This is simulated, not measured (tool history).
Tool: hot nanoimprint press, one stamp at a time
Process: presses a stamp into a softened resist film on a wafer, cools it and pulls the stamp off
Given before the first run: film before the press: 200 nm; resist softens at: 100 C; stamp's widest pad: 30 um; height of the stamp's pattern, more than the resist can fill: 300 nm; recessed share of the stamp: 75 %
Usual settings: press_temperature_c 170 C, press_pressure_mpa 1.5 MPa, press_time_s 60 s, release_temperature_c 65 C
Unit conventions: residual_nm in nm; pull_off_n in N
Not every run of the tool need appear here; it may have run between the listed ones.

run,hour,press_temperature_c,press_pressure_mpa,press_time_s,release_temperature_c,residual_nm,pull_off_n
1,0,170,1.5,60,65,119,118
2,63.1,170,1.5,60,65,119,119
3,115.7,170,1.5,60,65,119,134
4,170.8,170,1.5,46,65,129.1,129
# hour 184.8: plate thermocouple calibrated
5,209.4,170,1.5,46,65,126.7,126
6,249.9,170,1.5,46,65,126.9,131
7,306.9,170,1.5,49,65,124.8,135
8,350.5,170,1.5,49,65,125.1,137
9,399,170,1.7,60,65,112.3,146
10,454.3,170,1.7,60,65,112.3,148
11,492.8,170,1.7,60,65,112.3,154
# hour 523.6: stamp cleaned and given a new release coat
12,561.7,170,1.7,55,65,116.1,117
13,604.3,170,2.16,60,65,102.1,124
# hour 656.8: plate thermocouple calibrated
14,663.7,173,1.1,60,65,124.5,122
15,696.1,180,1.5,60,65,92.9,129
16,740.6,180,1.65,60,63,88.6,132
17,801.9,180,1.65,60,63,89.3,143
18,831.4,180,1.65,60,63,89.2,148
19,877.4,161,1.5,80,65,136.6,141
20,914.2,161,1.5,80,65,136.3,147
21,963.3,181,1.85,80,65,74.1,148

Consider 3 possible next runs. They are alternatives, not a sequence: every one starts from the tool as it was left by run 21. What does each give?
A,990.4,181,1.85,33,65,?,?
B,990.4,181,1.85,60,65,?,?
C,990.4,170,1.41,118,65,?,?

run,residual_nm,pull_off_n
A,102.5,155
B,82.7,150
C,98.8,151
Without the tool's hidden state the same runs would have given:
run,residual_nm,pull_off_n
A,100.3,118
B,80.7,114
C,96.7,115
